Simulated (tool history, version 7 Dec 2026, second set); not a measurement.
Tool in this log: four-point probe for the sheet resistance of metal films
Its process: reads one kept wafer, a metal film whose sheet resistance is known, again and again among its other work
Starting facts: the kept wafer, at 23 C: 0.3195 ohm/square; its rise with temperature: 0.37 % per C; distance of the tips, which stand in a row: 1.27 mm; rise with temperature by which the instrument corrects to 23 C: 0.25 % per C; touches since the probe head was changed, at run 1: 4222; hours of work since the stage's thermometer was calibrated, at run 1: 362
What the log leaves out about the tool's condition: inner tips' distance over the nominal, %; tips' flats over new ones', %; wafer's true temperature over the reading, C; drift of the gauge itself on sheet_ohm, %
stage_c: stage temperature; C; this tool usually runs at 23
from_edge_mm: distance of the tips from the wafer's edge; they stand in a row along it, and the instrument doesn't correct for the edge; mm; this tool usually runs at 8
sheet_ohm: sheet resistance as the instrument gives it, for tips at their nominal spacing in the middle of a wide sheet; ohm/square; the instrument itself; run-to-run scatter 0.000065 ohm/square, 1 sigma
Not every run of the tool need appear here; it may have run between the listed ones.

run	hour	stage_c	from_edge_mm	touches since the probe head was changed	hours of work since the stage's thermometer was calibrated	sheet_ohm
1	0	23	8	4222	362	0.323239
2	55.9	23	8	5486	385	0.323289
3	120.6	33	8	6947	411	0.327007
4	194.5	23	37	8617	442	0.319285
5	278.7	28	37	10519	476	0.321106
6	359.7	23	8	12349	509	0.323349
7	395.6	23	8	13160	524	0.323394
8	465.8	23	8	14746	553	0.3235
9	538.4	23	8	16387	582	0.323468
10	618.2	23	22	18189	615	0.319676
11	659.2	23	22	19116	632	0.319693
12	718.8	23	22	20462	656	0.31966
13	755.4	23	22	21288	671	0.31981
14	831.8	23	22	23015	702	0.319671
15	876.3	23	22	24019	721	0.31986
16	938.6	23	22	25428	746	0.31974
17	1000.1	23	22	26817	771	0.319846
18	1071.9	23	22	28439	801	0.319934
19	1111	23	22	29323	817	0.319983
20	1170.3	23	5	30662	841	0.3301
21	1232.8	23	5	32073	867	0.330017
22	1299.9	23	5	33590	894	0.330143
23	1381	23	5	35423	927	0.330113
24	1451.5	23	5	37016	956	0.330099
25	1528.1	18	55	38746	988	0.317516
26	1588.3	23	38	40106	1012	0.319597
27	1664.3	23	7	41822	1043	0.325099
28	1731.2	23	7	43333	1071	0.325088
29	1772.6	24	11	44268	1088	0.322273
30	1843.5	27	8	45872	1117	0.325335
31	1920.1	25	4	47601	1148	0.336637
32	1973.9	25	4	48818	1170	0.336828
33	2016.7	22	39	49785	1188	0.319406
34	2084.5	22	39	51315	1215	0.319419
35	2129.9	25	8	52342	1234	0.324705
36	2202	18	5	53970	1263	0.328411
37	2260.3	18	5	55288	1287	0.328503
38	2321.5	23	20	56670	1312	0.320387
39	2379.2	21	13	57973	1336	0.320707
# hour 2383.5: stage's thermometer calibrated
40	2466.3	21	13	59930	34	0.321084
41	2538.3	21	13	61556	63	0.321117
42	2595.4	29	3	62848	87	0.350456
43	2673.8	23	33	64619	119	0.32054
44	2744.8	23	33	66223	148	0.320473
45	2821.8	31	6	67962	179	0.331002

Consider 4 possible next runs. They are alternatives, not a sequence: every one starts from the tool as it was left by run 45. What does each give?
A	2907	24	30	69887	214	?
B	2907	18	13	69887	214	?
C	2907	31	8	69887	214	?
D	2907	32	25	69887	214	?

run	sheet_ohm
A	0.320994
B	0.320008
C	0.327408
D	0.324002
The same runs, with their run-to-run variation unchanged, on a tool lacking any hidden condition would have given:
run	sheet_ohm
A	0.32018
B	0.3192
C	0.326575
D	0.323176
